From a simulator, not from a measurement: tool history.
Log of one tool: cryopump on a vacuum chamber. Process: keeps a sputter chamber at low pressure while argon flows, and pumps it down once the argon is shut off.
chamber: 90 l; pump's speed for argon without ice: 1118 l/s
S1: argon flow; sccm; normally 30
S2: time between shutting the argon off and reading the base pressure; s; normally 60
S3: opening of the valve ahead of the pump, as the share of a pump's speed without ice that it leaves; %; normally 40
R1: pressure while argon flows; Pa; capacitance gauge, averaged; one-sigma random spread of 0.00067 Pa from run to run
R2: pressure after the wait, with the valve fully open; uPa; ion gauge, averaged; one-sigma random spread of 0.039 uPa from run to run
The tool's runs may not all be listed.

Run 1, hour 0: usual settings. Result: R1 0.122 Pa, R2 5.44 uPa.
Run 2, hour 23: usual settings but S2 58 s. Result: R1 0.1225 Pa, R2 5.52 uPa.
Run 3, hour 49.3: usual settings but S2 58 s. Result: R1 0.1223 Pa, R2 5.76 uPa.
Run 4, hour 83.9: usual settings. Result: R1 0.123 Pa, R2 5.86 uPa.
Run 5, hour 101.9: usual settings but S2 27 s. Result: R1 0.123 Pa, R2 7.97 uPa.
Run 6, hour 129.4: usual settings. Result: R1 0.1232 Pa, R2 5.77 uPa.
Run 7, hour 160.9: usual settings but S2 117 s. Result: R1 0.1232 Pa, R2 5.01 uPa.
Run 8, hour 196.1: usual settings but S2 117 s. Result: R1 0.1258 Pa, R2 5.12 uPa.
Run 9, hour 211.8: usual settings but S2 117 s. Result: R1 0.124 Pa, R2 5.01 uPa.
Run 10, hour 245.1: usual settings but S3 23 %. Result: R1 0.2099 Pa, R2 6.08 uPa.
Run 11, hour 263.6: usual settings but S3 23 %. Result: R1 0.2085 Pa, R2 6.04 uPa.
Run 12, hour 293.3: usual settings but S1 35 sccm, S3 23 %. Result: R1 0.2444 Pa, R2 6.2 uPa.
Run 13, hour 323.9: usual settings but S1 35 sccm, S3 23 %. Result: R1 0.2452 Pa, R2 6.32 uPa.
Run 14, hour 347.2: usual settings but S1 35 sccm, S3 23 %. Result: R1 0.244 Pa, R2 6.43 uPa.
Run 15, hour 378.3: usual settings but S1 16 sccm. Result: R1 0.0675 Pa, R2 6.5 uPa.
Run 16, hour 406.2: usual settings but S1 16 sccm, S2 263 s. Result: R1 0.0672 Pa, R2 5.03 uPa.
Run 17, hour 435.8: usual settings but S1 20 sccm, S2 237 s, S3 38 %. Result: R1 0.0893 Pa, R2 5.09 uPa.
At hour 468.5: leaking fittings of the chamber tightened, without venting.
Run 18, hour 475.7: usual settings but S1 41 sccm, S2 252 s, S3 46 %. Result: R1 0.1535 Pa, R2 0.9 uPa.
Run 19, hour 498.8: usual settings but S1 37 sccm, S2 156 s, S3 34 %. Result: R1 0.185 Pa, R2 1.25 uPa.
Run 20, hour 523.7: usual settings but S2 30 s, S3 49 %. Result: R1 0.1077 Pa, R2 4.45 uPa.
Run 21, hour 541.5: usual settings but S2 30 s, S3 49 %. Result: R1 0.1078 Pa, R2 4.63 uPa.
Run 22, hour 560: usual settings but S3 49 %. Result: R1 0.108 Pa, R2 2.63 uPa.
Run 23, hour 582.2: usual settings but S1 58 sccm, S2 138 s, S3 31 %. Result: R1 0.3128 Pa, R2 1.51 uPa.
Run 24, hour 616: usual settings but S1 22 sccm, S2 252 s, S3 15 %. Result: R1 0.2329 Pa, R2 1.14 uPa.
Run 25, hour 633.3: usual settings but S1 18 sccm, S2 40 s. Result: R1 0.0783 Pa, R2 3.7 uPa.
Run 26, hour 658.8: usual settings but S1 18 sccm, S2 40 s. Result: R1 0.0779 Pa, R2 3.67 uPa.
Run 27, hour 677.2: usual settings but S1 16 sccm, S2 75 s, S3 58 %. Result: R1 0.0523 Pa, R2 2.39 uPa.
Run 28, hour 712.6: usual settings but S1 51 sccm, S2 236 s, S3 17 %. Result: R1 0.4855 Pa, R2 1.45 uPa.

Here are 5 independent what-if runs from the current tool condition. What would each one return?
At hour 723.7: pump warmed up, emptied and cooled again.
Run A, hour 733.2: usual settings but S1 51 sccm, S2 236 s, S3 54 %. Result: R1 ?, R2 ?.
At hour 723.7: pump warmed up, emptied and cooled again.
Run B, hour 733.2: usual settings but S1 51 sccm, S2 68 s, S3 17 %. Result: R1 ?, R2 ?.
At hour 723.7: pump warmed up, emptied and cooled again.
Run C, hour 733.2: usual settings but S3 20 %. Result: R1 ?, R2 ?.
At hour 723.7: pump warmed up, emptied and cooled again.
Run D, hour 733.2: usual settings but S1 45 sccm, S2 58 s, S3 31 %. Result: R1 ?, R2 ?.
At hour 723.7: pump warmed up, emptied and cooled again.
Run E, hour 733.2: usual settings but S1 41 sccm, S2 22 s. Result: R1 ?, R2 ?.

run      R1    R2
  A  0.1447  1.25
  B  0.4525  2.47
  C  0.2275  2.68
  D  0.2198  2.75
  E  0.1568   5.9
Take away the tool's hidden state, keep each run's random variation, and the runs would have read:
run      R1    R2
  A  0.1432  0.79
  B   0.451  2.02
  C  0.2267  2.23
  D  0.2185   2.3
  E  0.1556  5.46
